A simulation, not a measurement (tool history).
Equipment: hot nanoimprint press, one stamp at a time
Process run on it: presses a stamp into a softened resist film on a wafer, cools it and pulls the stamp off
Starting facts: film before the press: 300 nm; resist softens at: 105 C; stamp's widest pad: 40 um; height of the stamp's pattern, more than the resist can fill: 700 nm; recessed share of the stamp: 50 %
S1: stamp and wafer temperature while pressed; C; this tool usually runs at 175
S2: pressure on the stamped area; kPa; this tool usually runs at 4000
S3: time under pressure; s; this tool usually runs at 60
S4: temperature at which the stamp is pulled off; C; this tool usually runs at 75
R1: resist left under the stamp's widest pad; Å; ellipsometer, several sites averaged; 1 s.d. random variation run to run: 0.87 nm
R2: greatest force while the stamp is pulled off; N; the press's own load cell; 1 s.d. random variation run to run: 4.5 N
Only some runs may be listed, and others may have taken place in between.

run 1 hour=0.0 | S1=175 S2=4000 S3=60 S4=75 | R1=1288 R2=248
run 2 hour=24.8 | S1=175 S2=4000 S3=60 S4=75 | R1=1302 R2=241
run 3 hour=48.2 | S1=175 S2=4000 S3=60 S4=75 | R1=1302 R2=255
run 4 hour=82.5 | S1=175 S2=4000 S3=60 S4=64 | R1=1304 R2=301
run 5 hour=102.3 | S1=175 S2=4000 S3=60 S4=75 | R1=1318 R2=269
run 6 hour=116.5 | S1=175 S2=4000 S3=60 S4=75 | R1=1299 R2=264
run 7 hour=145.6 | S1=175 S2=4000 S3=60 S4=75 | R1=1317 R2=268
run 8 hour=181.4 | S1=175 S2=4000 S3=60 S4=75 | R1=1310 R2=230
run 9 hour=213.2 | S1=175 S2=4000 S3=36 S4=75 | R1=1594 R2=228
run 10 hour=248.0 | S1=175 S2=4000 S3=36 S4=75 | R1=1615 R2=244
run 11 hour=269.4 | S1=175 S2=4000 S3=36 S4=75 | R1=1626 R2=239
run 12 hour=294.7 | S1=175 S2=4000 S3=36 S4=75 | R1=1638 R2=249
run 13 hour=316.5 | S1=175 S2=4000 S3=36 S4=75 | R1=1680 R2=251
run 14 hour=339.0 | S1=175 S2=4000 S3=36 S4=75 | R1=1704 R2=253
run 15 hour=371.5 | S1=175 S2=4000 S3=36 S4=75 | R1=1697 R2=243
run 16 hour=388.3 | S1=175 S2=3360 S3=37 S4=75 | R1=1772 R2=262
run 17 hour=410.9 | S1=175 S2=3360 S3=120 S4=63 | R1=1148 R2=300
run 18 hour=442.1 | S1=184 S2=4720 S3=94 S4=75 | R1=653 R2=262
run 19 hour=474.9 | S1=184 S2=4720 S3=94 S4=75 | R1=557 R2=258
run 20 hour=503.2 | S1=184 S2=4720 S3=94 S4=75 | R1=564 R2=257
run 21 hour=535.9 | S1=184 S2=4720 S3=94 S4=75 | R1=563 R2=259
run 22 hour=565.6 | S1=175 S2=4000 S3=60 S4=62 | R1=1228 R2=266
run 23 hour=600.4 | S1=175 S2=3630 S3=42 S4=71 | R1=1455 R2=250
run 24 hour=621.6 | S1=170 S2=2990 S3=42 S4=71 | R1=1953 R2=237
run 25 hour=646.4 | S1=170 S2=2990 S3=42 S4=71 | R1=1946 R2=250
run 26 hour=661.3 | S1=170 S2=3800 S3=39 S4=71 | R1=1880 R2=254
run 27 hour=676.3 | S1=170 S2=3800 S3=39 S4=71 | R1=1864 R2=249
run 28 hour=709.0 | S1=170 S2=3800 S3=84 S4=71 | R1=1439 R2=250
run 29 hour=728.4 | S1=164 S2=4240 S3=71 S4=61 | R1=1949 R2=293
run 30 hour=756.7 | S1=187 S2=2710 S3=92 S4=79 | R1=662 R2=235

Not shown here: 4 entries made in the log between runs. Locate each between two listed runs and compare the hidden state at the listed run before it with the hidden state at the listed run after it:
After run 7, before run 8: stamp cleaned and given a new release coat (hour 181.4)
  true temperature over the reading, C: -1.87 -> -1.95; pressure that arrives at the usual setting, %: 98.81 -> 98.74; grip of the stamp's worn release coat, % over a new coat's: 17.7 -> 0
  measured minus no-state result, R1: +128 -> +134 Å; R2: +47 -> +7 N
After run 12, before run 13: plate thermocouple calibrated (hour 303.3)
  true temperature over the reading, C: -2.27 -> -2.83; pressure that arrives at the usual setting, %: 98.45 -> 98.4; grip of the stamp's worn release coat, % over a new coat's: 6 -> 7
  measured minus no-state result, R1: +173 -> +217 Å; R2: +22 -> +26 N
After run 18, before run 19: plate thermocouple calibrated, once more (hour 462.5)
  true temperature over the reading, C: -3.17 -> 0.15; pressure that arrives at the usual setting, %: 98.09 -> 98.02; grip of the stamp's worn release coat, % over a new coat's: 13.9 -> 15.6
  measured minus no-state result, R1: +110 -> +2 Å; R2: +42 -> +34 N
After run 21, before run 22: stamp cleaned and given a new release coat (hour 548.0)
  true temperature over the reading, C: -0.02 -> -0.09; pressure that arrives at the usual setting, %: 97.87 -> 97.82; grip of the stamp's worn release coat, % over a new coat's: 19 -> 0.9
  measured minus no-state result, R1: +7 -> +17 Å; R2: +41 -> +2 N
